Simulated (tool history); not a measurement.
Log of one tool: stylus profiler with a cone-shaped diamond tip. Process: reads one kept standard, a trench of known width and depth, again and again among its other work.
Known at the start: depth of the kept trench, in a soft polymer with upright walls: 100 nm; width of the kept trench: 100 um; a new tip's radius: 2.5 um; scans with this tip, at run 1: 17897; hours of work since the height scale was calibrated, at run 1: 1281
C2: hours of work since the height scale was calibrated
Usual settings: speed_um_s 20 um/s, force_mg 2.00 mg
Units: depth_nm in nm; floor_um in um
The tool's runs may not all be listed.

Run 1, hour 0.0: usual settings; scans with this tip 17897; C2 1281. Result: depth_nm 101.80 nm, floor_um 97.47 um.
Run 2, hour 115.0: usual settings; scans with this tip 18942; C2 1355. Result: depth_nm 102.10 nm, floor_um 97.42 um.
Run 3, hour 177.5: usual settings; scans with this tip 19508; C2 1396. Result: depth_nm 101.81 nm, floor_um 97.39 um.
At hour 194.5: new tip fitted, height scale calibrated.
Run 4, hour 232.6: usual settings; scans with this tip 347; C2 25. Result: depth_nm 101.20 nm, floor_um 98.46 um.
Run 5, hour 336.1: usual settings but speed_um_s 9 um/s; scans with this tip 1287; C2 92. Result: depth_nm 101.36 nm, floor_um 98.48 um.
Run 6, hour 432.7: usual settings but speed_um_s 9 um/s; scans with this tip 2163; C2 155. Result: depth_nm 101.38 nm, floor_um 98.38 um.
Run 7, hour 481.9: usual settings but speed_um_s 9 um/s; scans with this tip 2611; C2 187. Result: depth_nm 101.57 nm, floor_um 98.31 um.
Run 8, hour 569.6: usual settings; scans with this tip 3406; C2 244. Result: depth_nm 101.48 nm, floor_um 98.18 um.
Run 9, hour 617.7: usual settings; scans with this tip 3843; C2 275. Result: depth_nm 101.42 nm, floor_um 98.22 um.
Run 10, hour 712.9: usual settings; scans with this tip 4707; C2 337. Result: depth_nm 101.31 nm, floor_um 98.11 um.

The next listed run, before its measurement:
Run 11, hour 798.5: usual settings but speed_um_s 11 um/s, force_mg 1.49 mg; scans with this tip 5485; C2 392. Result: depth_nm ?, floor_um ?.

Run 11 gave depth_nm 101.29 nm, floor_um 98.17 um.
Without the tool's hidden state the same run would have given depth_nm 101.11 nm, floor_um 98.56 um.

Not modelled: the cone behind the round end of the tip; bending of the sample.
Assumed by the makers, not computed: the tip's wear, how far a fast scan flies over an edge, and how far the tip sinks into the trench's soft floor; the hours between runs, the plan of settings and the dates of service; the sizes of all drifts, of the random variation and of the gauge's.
